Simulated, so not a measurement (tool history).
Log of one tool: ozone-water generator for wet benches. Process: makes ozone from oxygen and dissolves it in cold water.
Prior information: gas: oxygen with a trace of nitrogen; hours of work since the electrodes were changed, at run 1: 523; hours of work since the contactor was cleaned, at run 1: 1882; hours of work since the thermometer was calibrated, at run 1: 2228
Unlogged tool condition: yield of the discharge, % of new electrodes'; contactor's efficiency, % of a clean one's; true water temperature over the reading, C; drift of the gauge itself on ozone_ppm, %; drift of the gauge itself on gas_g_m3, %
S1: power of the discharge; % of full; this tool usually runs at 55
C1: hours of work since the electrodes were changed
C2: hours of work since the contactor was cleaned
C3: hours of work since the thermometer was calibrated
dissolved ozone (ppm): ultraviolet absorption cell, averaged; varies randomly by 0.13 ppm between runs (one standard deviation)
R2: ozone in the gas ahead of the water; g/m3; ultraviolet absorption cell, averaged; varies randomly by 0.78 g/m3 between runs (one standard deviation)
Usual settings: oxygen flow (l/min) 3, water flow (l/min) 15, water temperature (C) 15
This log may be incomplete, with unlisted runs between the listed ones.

Run 1, hour 0: usual settings; C1 523; C2 1882; C3 2228. Result: dissolved ozone (ppm) 12.8, R2 120.6 g/m3.
Run 2, hour 42.6: usual settings; C1 560; C2 1919; C3 2265. Result: dissolved ozone (ppm) 13.2, R2 120.3 g/m3.
Run 3, hour 64: usual settings but S1 52 % of full; C1 579; C2 1938; C3 2284. Result: dissolved ozone (ppm) 12.2, R2 114.3 g/m3.
Run 4, hour 97.8: usual settings but S1 52 % of full; C1 609; C2 1968; C3 2313. Result: dissolved ozone (ppm) 12.4, R2 115.7 g/m3.
Run 5, hour 138.4: usual settings but S1 52 % of full; C1 644; C2 2003; C3 2349. Result: dissolved ozone (ppm) 12.5, R2 114.5 g/m3.
Run 6, hour 157.4: usual settings but oxygen flow (l/min) 2.11; C1 661; C2 2020; C3 2365. Result: dissolved ozone (ppm) 12.9, R2 154.4 g/m3.
Run 7, hour 187.1: usual settings but oxygen flow (l/min) 2.11; C1 686; C2 2046; C3 2391. Result: dissolved ozone (ppm) 12.9, R2 152.7 g/m3.
Run 8, hour 216.6: usual settings but oxygen flow (l/min) 2.11; C1 712; C2 2071; C3 2417. Result: dissolved ozone (ppm) 13, R2 152.6 g/m3.
Run 9, hour 246.6: usual settings but oxygen flow (l/min) 2.11; C1 738; C2 2097; C3 2443. Result: dissolved ozone (ppm) 12.9, R2 152.9 g/m3.
Run 10, hour 287.8: usual settings; C1 774; C2 2133; C3 2479. Result: dissolved ozone (ppm) 13.1, R2 122.1 g/m3.
Run 11, hour 327.9: usual settings; C1 809; C2 2168; C3 2514. Result: dissolved ozone (ppm) 13, R2 121.9 g/m3.
Run 12, hour 351.5: usual settings; C1 830; C2 2189; C3 2535. Result: dissolved ozone (ppm) 12.9, R2 121.4 g/m3.
Run 13, hour 372.2: usual settings; C1 848; C2 2207; C3 2553. Result: dissolved ozone (ppm) 13.1, R2 120.7 g/m3.
Run 14, hour 415.2: usual settings; C1 885; C2 2244; C3 2590. Result: dissolved ozone (ppm) 12.9, R2 120.7 g/m3.
Run 15, hour 442.7: usual settings but S1 63 % of full; C1 909; C2 2268; C3 2614. Result: dissolved ozone (ppm) 14.6, R2 137 g/m3.
Run 16, hour 475.1: usual settings but S1 63 % of full; C1 938; C2 2297; C3 2642. Result: dissolved ozone (ppm) 14.6, R2 135.4 g/m3.
Run 17, hour 507.2: usual settings but S1 63 % of full; C1 966; C2 2325; C3 2670. Result: dissolved ozone (ppm) 14.5, R2 136.4 g/m3.
Run 18, hour 544.5: usual settings but S1 63 % of full; C1 998; C2 2357; C3 2703. Result: dissolved ozone (ppm) 14.4, R2 135.3 g/m3.
Run 19, hour 586.4: usual settings but S1 83 % of full, oxygen flow (l/min) 4.87, water flow (l/min) 11, water temperature (C) 7; C1 1035; C2 2394; C3 2740. Result: dissolved ozone (ppm) 24.5, R2 125.8 g/m3.
Run 20, hour 622: usual settings but S1 83 % of full, oxygen flow (l/min) 4.87, water flow (l/min) 11, water temperature (C) 7; C1 1066; C2 2425; C3 2771. Result: dissolved ozone (ppm) 24.6, R2 125.9 g/m3.
Run 21, hour 643.2: usual settings but S1 48 % of full, oxygen flow (l/min) 4.93; C1 1084; C2 2443; C3 2789. Result: dissolved ozone (ppm) 10.9, R2 76.5 g/m3.
Run 22, hour 673.5: usual settings but S1 91 % of full, oxygen flow (l/min) 2.45, water flow (l/min) 10, water temperature (C) 11; C1 1111; C2 2470; C3 2816. Result: dissolved ozone (ppm) 29, R2 215.6 g/m3.
Run 23, hour 693.6: usual settings but S1 91 % of full, oxygen flow (l/min) 2.45, water flow (l/min) 10, water temperature (C) 11; C1 1128; C2 2487; C3 2833. Result: dissolved ozone (ppm) 28.7, R2 218 g/m3.
Run 24, hour 720.4: usual settings but S1 91 % of full, oxygen flow (l/min) 2.45, water flow (l/min) 10, water temperature (C) 11; C1 1152; C2 2511; C3 2856. Result: dissolved ozone (ppm) 29, R2 218.6 g/m3.
Run 25, hour 750.5: usual settings but S1 83 % of full, oxygen flow (l/min) 1.74; C1 1178; C2 2537; C3 2883. Result: dissolved ozone (ppm) 18.4, R2 252 g/m3.

What if the next run were any one of these 4? Each begins from the tool's condition after run 25:
Run A, hour 785: usual settings but water temperature (C) 22; C1 1208; C2 2567; C3 2913. Result: dissolved ozone (ppm) ?, R2 ?.
Run B, hour 785: usual settings but S1 46 % of full, oxygen flow (l/min) 1.74; C1 1208; C2 2567; C3 2913. Result: dissolved ozone (ppm) ?, R2 ?.
Run C, hour 785: usual settings but S1 47 % of full, oxygen flow (l/min) 1.74, water flow (l/min) 12; C1 1208; C2 2567; C3 2913. Result: dissolved ozone (ppm) ?, R2 ?.
Run D, hour 785: usual settings but S1 80 % of full, water temperature (C) 8; C1 1208; C2 2567; C3 2913. Result: dissolved ozone (ppm) ?, R2 ?.

run  dissolved ozone (ppm)     R2
  A                   11.9  119.6
  B                     11    148
  C                   13.3  152.5
  D                   19.5  168.5
What these runs would have given with no unlogged condition in the tool:
run  dissolved ozone (ppm)     R2
  A                   11.9  119.6
  B                     11  148.1
  C                   13.3  152.6
  D                   19.5  168.7

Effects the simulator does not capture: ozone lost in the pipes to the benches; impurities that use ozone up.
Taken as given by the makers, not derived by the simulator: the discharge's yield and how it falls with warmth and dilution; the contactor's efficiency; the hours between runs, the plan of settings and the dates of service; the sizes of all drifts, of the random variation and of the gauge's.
